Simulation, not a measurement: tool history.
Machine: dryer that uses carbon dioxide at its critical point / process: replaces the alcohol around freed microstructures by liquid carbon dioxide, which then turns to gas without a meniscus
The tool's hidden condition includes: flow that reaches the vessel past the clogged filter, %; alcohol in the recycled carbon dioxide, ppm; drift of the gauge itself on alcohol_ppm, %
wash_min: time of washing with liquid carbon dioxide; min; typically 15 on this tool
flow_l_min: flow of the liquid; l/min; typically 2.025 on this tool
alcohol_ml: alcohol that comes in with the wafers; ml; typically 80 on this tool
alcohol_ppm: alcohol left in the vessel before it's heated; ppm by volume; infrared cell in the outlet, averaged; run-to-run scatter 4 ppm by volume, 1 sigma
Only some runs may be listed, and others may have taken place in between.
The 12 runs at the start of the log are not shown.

run	day	wash_min	flow_l_min	alcohol_ml	hours of work since the filter was changed	hours of work since the purifier's bed was changed	alcohol_ppm
13	8.171	15	2.025	80	484	253	77
14	8.642	15	2.025	80	492	262	79
15	9.354	15	2.025	80	504	274	91
16	10.038	10	2.025	80	516	286	460
17	10.779	10	2.025	80	529	299	478
18	11.858	16	1.51	44	548	318	152
# day 12.029: inlet filter changed
19	12.783	16	1.51	21	13	333	55
20	13.629	20	2.025	55	28	348	21
21	14.229	9	2.025	28	38	359	162
22	15.196	15	1.91	28	55	376	35
23	16.267	15	1.91	28	74	394	43
24	17.346	13	1.45	63	93	413	322
25	18.092	15	2.59	24	106	426	30
26	18.717	17	3	118	117	437	22
27	19.271	17	3	51	127	447	31
28	20.188	16	1.87	21	143	463	36
29	20.742	16	1.53	64	152	472	133
30	21.396	9	3.11	21	164	484	41
31	22.246	24	1.53	21	179	499	32
32	22.771	18	2.91	59	188	508	37
33	23.55	15	1.71	93	201	521	148
34	24.508	18	1.71	93	218	538	71

3 ways to go on from here, each from the tool as it stands after run 34. What would each give?
A	25.529	18	1.7	23	236	556	?
B	25.529	16	2.025	31	236	556	?
C	25.529	12	3.32	93	236	556	?

run	alcohol_ppm
A	46
B	43
C	41
With no hidden state in the tool, these same runs would have given:
run	alcohol_ppm
A	14
B	11
C	11
